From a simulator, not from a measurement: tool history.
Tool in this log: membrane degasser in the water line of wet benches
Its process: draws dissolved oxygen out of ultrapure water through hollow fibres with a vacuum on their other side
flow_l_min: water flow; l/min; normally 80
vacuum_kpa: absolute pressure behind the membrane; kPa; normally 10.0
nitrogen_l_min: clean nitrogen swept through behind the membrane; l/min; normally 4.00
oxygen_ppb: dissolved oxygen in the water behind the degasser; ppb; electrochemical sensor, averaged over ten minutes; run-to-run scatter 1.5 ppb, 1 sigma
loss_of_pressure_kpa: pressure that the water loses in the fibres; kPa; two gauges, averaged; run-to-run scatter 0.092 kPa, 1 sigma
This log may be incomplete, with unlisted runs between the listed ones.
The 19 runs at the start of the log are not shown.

| run | hour | flow_l_min | vacuum_kpa | nitrogen_l_min | hours since the membrane was changed | hours since the vacuum gauge was calibrated | hours since the vacuum lines were made tight | oxygen_ppb | loss_of_pressure_kpa |
|---|---|---|---|---|---|---|---|---|---|
| 20 | 5238.9 | 59 | 11.6 | 1.93 | 12374 | 3510 | 3444 | 562.0 | 29.19 |
| 21 | 5489.6 | 119 | 10.0 | 8.46 | 12625 | 3760 | 3695 | 567.2 | 58.85 |
|  | 5807.2 | vacuum gauge calibrated |
| 22 | 5827.0 | 65 | 10.6 | 10.09 | 12961 | 20 | 4032 | 177.9 | 32.11 |
| 23 | 6144.0 | 65 | 10.6 | 10.09 | 13279 | 337 | 4349 | 179.1 | 32.29 |
| 24 | 6484.8 | 65 | 10.6 | 10.09 | 13619 | 678 | 4690 | 180.1 | 32.22 |
| 25 | 6817.7 | 65 | 22.0 | 5.53 | 13952 | 1010 | 5023 | 551.3 | 32.26 |
| 26 | 7060.2 | 65 | 22.0 | 5.53 | 14195 | 1253 | 5265 | 551.6 | 32.23 |
| 27 | 7332.0 | 50 | 22.0 | 5.53 | 14467 | 1525 | 5537 | 411.7 | 24.95 |
| 28 | 7621.6 | 116 | 11.8 | 11.50 | 14756 | 1814 | 5826 | 542.5 | 57.65 |
| 29 | 7899.5 | 52 | 13.0 | 8.20 | 15034 | 2092 | 6104 | 177.8 | 25.88 |
| 30 | 8165.3 | 80 | 10.4 | 4.00 | 15300 | 2358 | 6370 | 438.7 | 39.84 |
| 31 | 8391.7 | 80 | 10.4 | 4.00 | 15526 | 2584 | 6597 | 441.9 | 39.95 |
| 32 | 8610.3 | 80 | 10.4 | 4.00 | 15745 | 2803 | 6815 | 439.4 | 39.79 |

4 ways to go on from here, each from the tool as it stands after run 32. What would each give?
| A | 8785.6 | 49 | 10.4 | 10.49 | 15920 | 2978 | 6990 | ? | ? |
| B | 8785.6 | 80 | 7.1 | 4.00 | 15920 | 2978 | 6990 | ? | ? |
| C | 8785.6 | 59 | 16.1 | 7.84 | 15920 | 2978 | 6990 | ? | ? |
| D | 8785.6 | 80 | 9.6 | 4.00 | 15920 | 2978 | 6990 | ? | ? |

| run | oxygen_ppb | loss_of_pressure_kpa |
|---|---|---|
| A | 106.0 | 24.54 |
| B | 307.9 | 39.88 |
| C | 276.3 | 29.45 |
| D | 410.0 | 40.06 |
Without the tool's unlogged condition, the same runs would have read:
| run | oxygen_ppb | loss_of_pressure_kpa |
|---|---|---|
| A | 97.7 | 23.15 |
| B | 274.6 | 37.62 |
| C | 261.4 | 27.78 |
| D | 377.5 | 37.79 |
